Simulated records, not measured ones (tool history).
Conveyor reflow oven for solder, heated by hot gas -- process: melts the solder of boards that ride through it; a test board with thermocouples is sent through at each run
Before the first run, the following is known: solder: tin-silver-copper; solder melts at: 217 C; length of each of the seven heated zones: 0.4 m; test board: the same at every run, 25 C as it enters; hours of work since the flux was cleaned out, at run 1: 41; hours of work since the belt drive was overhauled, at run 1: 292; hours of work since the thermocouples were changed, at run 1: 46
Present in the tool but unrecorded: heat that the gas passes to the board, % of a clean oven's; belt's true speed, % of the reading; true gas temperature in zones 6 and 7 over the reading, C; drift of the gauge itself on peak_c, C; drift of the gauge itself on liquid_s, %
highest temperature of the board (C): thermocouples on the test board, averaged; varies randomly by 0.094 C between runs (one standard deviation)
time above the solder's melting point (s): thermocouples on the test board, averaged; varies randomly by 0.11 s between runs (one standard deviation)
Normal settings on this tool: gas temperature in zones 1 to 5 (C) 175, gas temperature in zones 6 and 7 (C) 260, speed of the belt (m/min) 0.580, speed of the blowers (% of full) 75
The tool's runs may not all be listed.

run   hour  gas temperature in zones 1 to 5 (C)  gas temperature in zones 6 and 7 (C)  speed of the belt (m/min)  speed of the blowers (% of full)  hours of work since the flux was cleaned out  hours of work since the belt drive was overhauled  hours of work since the thermocouples were changed  highest temperature of the board (C)  time above the solder's melting point (s)
  1    0.0                                  175                                   260                      0.580                                75                                            41                                                292                                                  46                                244.97                                       56.1
  2   19.8                                  175                                   260                      0.580                                75                                            55                                                306                                                  61                                244.85                                       56.1
  3   48.0                                  175                                   260                      0.580                                75                                            75                                                326                                                  81                                244.79                                       56.1
  4   64.2                                  175                                   260                      0.580                                75                                            87                                                338                                                  93                                244.89                                       56.0
  5   90.3                                  175                                   260                      0.580                                75                                           106                                                357                                                 112                                244.79                                       55.9
  6  102.7                                  185                                   260                      0.580                                75                                           115                                                366                                                 121                                246.59                                       62.2
  7  129.6                                  185                                   260                      0.580                                75                                           134                                                385                                                 140                                246.55                                       62.1
  8  152.5                                  175                                   260                      0.580                                75                                           151                                                402                                                 156                                244.83                                       55.8
  9  176.5                                  175                                   260                      0.580                                75                                           168                                                419                                                 174                                244.51                                       55.5
 10  203.0                                  175                                   260                      0.580                                75                                           187                                                438                                                 193                                244.47                                       55.6
 11  227.7                                  177                                   260                      0.580                                75                                           205                                                456                                                 211                                244.85                                       56.6
     261.3  -- flux residue cleaned out of gas plates and filters
 12  261.3                                  177                                   266                      0.580                                75                                             0                                                477                                                 231                                251.45                                       62.6
 13  286.9                                  177                                   266                      0.580                                75                                            18                                                495                                                 250                                251.18                                       62.5
 14  308.5                                  177                                   266                      0.580                                75                                            34                                                511                                                 265                                250.93                                       62.6
 15  331.7                                  177                                   266                      0.580                                75                                            51                                                527                                                 282                                251.14                                       62.6
 16  353.4                                  177                                   266                      0.580                                75                                            66                                                543                                                 298                                251.08                                       62.4
 17  369.1                                  177                                   274                      0.569                                53                                            78                                                554                                                 309                                253.73                                       64.5
 18  384.6                                  175                                   260                      0.588                                75                                            89                                                565                                                 320                                245.11                                       55.6
 19  409.2                                  175                                   260                      0.588                                75                                           107                                                583                                                 338                                244.92                                       55.2
 20  432.6                                  175                                   260                      0.588                                59                                           124                                                600                                                 355                                241.91                                       50.9
 21  451.0                                  175                                   261                      0.580                                75                                           137                                                613                                                 368                                246.10                                       57.2
 22  467.4                                  170                                   260                      0.580                                75                                           149                                                625                                                 380                                244.30                                       53.5
 23  495.4                                  170                                   260                      0.580                                75                                           169                                                645                                                 400                                244.29                                       53.4
 24  518.9                                  176                                   260                      0.580                                89                                           186                                                662                                                 417                                247.16                                       59.2
 25  534.1                                  176                                   260                      0.580                                89                                           197                                                673                                                 428                                247.22                                       59.3
 26  560.1                                  163                                   260                      0.476                                89                                           215                                                692                                                 447                                250.53                                       72.4
     579.3  -- flux residue cleaned out of gas plates and filters
 27  586.3                                  176                                   260                      0.476                                54                                             5                                                707                                                 462                                248.40                                       74.1
 28  607.9                                  176                                   260                      0.476                                54                                            21                                                723                                                 478                                248.27                                       74.2
 29  635.8                                  176                                   260                      0.476                                54                                            41                                                743                                                 498                                248.57                                       74.1
 30  661.9                                  175                                   260                      0.648                                62                                            60                                                762                                                 517                                240.26                                       43.8
 31  678.3                                  175                                   260                      0.521                                75                                            71                                                774                                                 528                                249.27                                       68.3

Below are 4 alternative next runs, each starting from the tool's condition after run 31. Predict each:
  A  700.9                                  175                                   260                      0.580                                73                                            88                                                790                                                 545                                     ?                                          ?
  B  700.9                                  175                                   260                      0.580                                71                                            88                                                790                                                 545                                     ?                                          ?
  C  700.9                                  175                                   260                      0.521                                69                                            88                                                790                                                 545                                     ?                                          ?
  D  700.9                                  175                                   260                      0.529                                75                                            88                                                790                                                 545                                     ?                                          ?

run  highest temperature of the board (C)  time above the solder's melting point (s)
  A                                246.06                                       57.4
  B                                245.49                                       57.0
  C                                248.38                                       67.3
  D                                248.85                                       66.8
Without the tool's unlogged condition, the same runs would have read:
run  highest temperature of the board (C)  time above the solder's melting point (s)
  A                                244.82                                       55.8
  B                                244.25                                       55.4
  C                                247.04                                       65.5
  D                                247.52                                       65.0
